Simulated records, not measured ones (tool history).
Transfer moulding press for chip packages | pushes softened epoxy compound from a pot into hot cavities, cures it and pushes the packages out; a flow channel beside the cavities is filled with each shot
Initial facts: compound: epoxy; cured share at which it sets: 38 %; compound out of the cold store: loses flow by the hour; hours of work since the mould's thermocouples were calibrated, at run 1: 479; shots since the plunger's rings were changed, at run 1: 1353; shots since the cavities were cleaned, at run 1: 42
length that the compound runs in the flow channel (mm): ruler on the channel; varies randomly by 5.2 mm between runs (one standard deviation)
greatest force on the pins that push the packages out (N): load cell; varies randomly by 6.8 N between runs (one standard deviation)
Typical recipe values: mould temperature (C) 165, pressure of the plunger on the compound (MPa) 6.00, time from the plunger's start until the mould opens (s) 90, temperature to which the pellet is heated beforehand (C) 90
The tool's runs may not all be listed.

run,hour,mould temperature (C),pressure of the plunger on the compound (MPa),time from the plunger's start until the mould opens (s),temperature to which the pellet is heated beforehand (C),hours of work since the mould's thermocouples were calibrated,shots since the plunger's rings were changed,shots since the cavities were cleaned,incoming compound's hours out of the cold store,length that the compound runs in the flow channel (mm),greatest force on the pins that push the packages out (N)
1,0.0,165,6.00,90,90,479,1353,42,14.5,499,306
2,28.9,165,6.00,90,90,492,1583,272,25.0,480,413
3,54.7,165,6.00,90,90,503,1788,477,23.5,484,474
# hour 63.9: cavities cleaned with cleaning compound and waxed
4,72.6,165,6.00,98,90,510,1919,70,36.5,458,296
5,92.9,165,6.00,98,90,519,2080,231,45.1,443,352
6,112.9,165,6.00,90,90,528,2239,390,29.1,471,443
7,129.7,165,6.00,90,90,535,2372,523,31.4,471,457
# hour 133.9: cavities cleaned with cleaning compound and waxed
8,146.9,165,6.00,90,90,542,2497,103,28.7,464,324
# hour 155.8: mould's thermocouples calibrated
9,177.5,165,6.00,90,90,9,2725,331,21.4,482,435
10,197.0,165,5.25,90,90,18,2880,486,43.1,413,490
# hour 204.7: cavities cleaned with cleaning compound and waxed
11,220.8,161,5.47,90,90,28,3058,128,15.2,469,461
12,245.8,172,7.10,71,81,39,3256,326,44.1,467,467
# hour 273.9: cavities cleaned with cleaning compound and waxed
13,274.3,161,7.10,71,94,50,3471,3,27.7,508,614
14,296.9,158,4.93,128,93,60,3651,183,18.8,432,336
15,309.3,158,4.64,128,90,66,3750,282,11.0,445,377
16,337.3,158,4.64,128,90,78,3972,504,40.9,391,445
# hour 342.6: cavities cleaned with cleaning compound and waxed
17,366.1,165,6.00,85,90,90,4189,186,12.7,483,427
# hour 380.9: plunger's sealing rings changed
18,384.0,160,6.00,90,99,96,25,309,8.2,554,579
19,400.0,168,6.16,96,98,103,152,436,38.4,471,390

Hidden condition of the tool, last listed run before each entry between runs versus first listed run after:
Logged between run 3 and run 4: cavities cleaned with cleaning compound and waxed (hour 63.9)
  true mould temperature over the reading, C: 0.9 -> 0.91; pressure that reaches the compound, % of what is set: 92.82 -> 92.37; grip of the stained cavities, % over clean ones': 77.3 -> 18.7
  measured value less the no-hidden-state value, length that the compound runs in the flow channel (mm): -20 -> -20; greatest force on the pins that push the packages out (N): +196 -> +42
Logged between run 7 and run 8: cavities cleaned with cleaning compound and waxed (hour 133.9)
  true mould temperature over the reading, C: 0.94 -> 0.95; pressure that reaches the compound, % of what is set: 90.7 -> 90.21; grip of the stained cavities, % over clean ones': 81.6 -> 24.8
  measured value less the no-hidden-state value, length that the compound runs in the flow channel (mm): -25 -> -26; greatest force on the pins that push the packages out (N): +201 -> +54
Logged between run 8 and run 9: mould's thermocouples calibrated (hour 155.8)
  true mould temperature over the reading, C: 0.95 -> -0.13; pressure that reaches the compound, % of what is set: 90.21 -> 89.28; grip of the stained cavities, % over clean ones': 24.8 -> 60.8
  measured value less the no-hidden-state value, length that the compound runs in the flow channel (mm): -26 -> -28; greatest force on the pins that push the packages out (N): +54 -> +165
Logged between run 10 and run 11: cavities cleaned with cleaning compound and waxed (hour 204.7)
  true mould temperature over the reading, C: -0.12 -> -0.11; pressure that reaches the compound, % of what is set: 88.65 -> 87.94; grip of the stained cavities, % over clean ones': 79.6 -> 29.5
  measured value less the no-hidden-state value, length that the compound runs in the flow channel (mm): -25 -> -31; greatest force on the pins that push the packages out (N): +214 -> +105
Logged between run 12 and run 13: cavities cleaned with cleaning compound and waxed (hour 273.9)
  true mould temperature over the reading, C: -0.09 -> -0.07; pressure that reaches the compound, % of what is set: 87.23 -> 86.38; grip of the stained cavities, % over clean ones': 59.6 -> 3.5
  measured value less the no-hidden-state value, length that the compound runs in the flow channel (mm): -33 -> -38; greatest force on the pins that push the packages out (N): +176 -> +24
Logged between run 16 and run 17: cavities cleaned with cleaning compound and waxed (hour 342.6)
  true mould temperature over the reading, C: -0.03 -> -0.01; pressure that reaches the compound, % of what is set: 84.45 -> 83.62; grip of the stained cavities, % over clean ones': 79.4 -> 40.3
  measured value less the no-hidden-state value, length that the compound runs in the flow channel (mm): -35 -> -44; greatest force on the pins that push the packages out (N): +194 -> +124
Logged between run 17 and run 18: plunger's sealing rings changed (hour 380.9)
  true mould temperature over the reading, C: -0.01 -> 0; pressure that reaches the compound, % of what is set: 83.62 -> 99.49; grip of the stained cavities, % over clean ones': 40.3 -> 58.2
  measured value less the no-hidden-state value, length that the compound runs in the flow channel (mm): -44 -> -1; greatest force on the pins that push the packages out (N): +124 -> +214
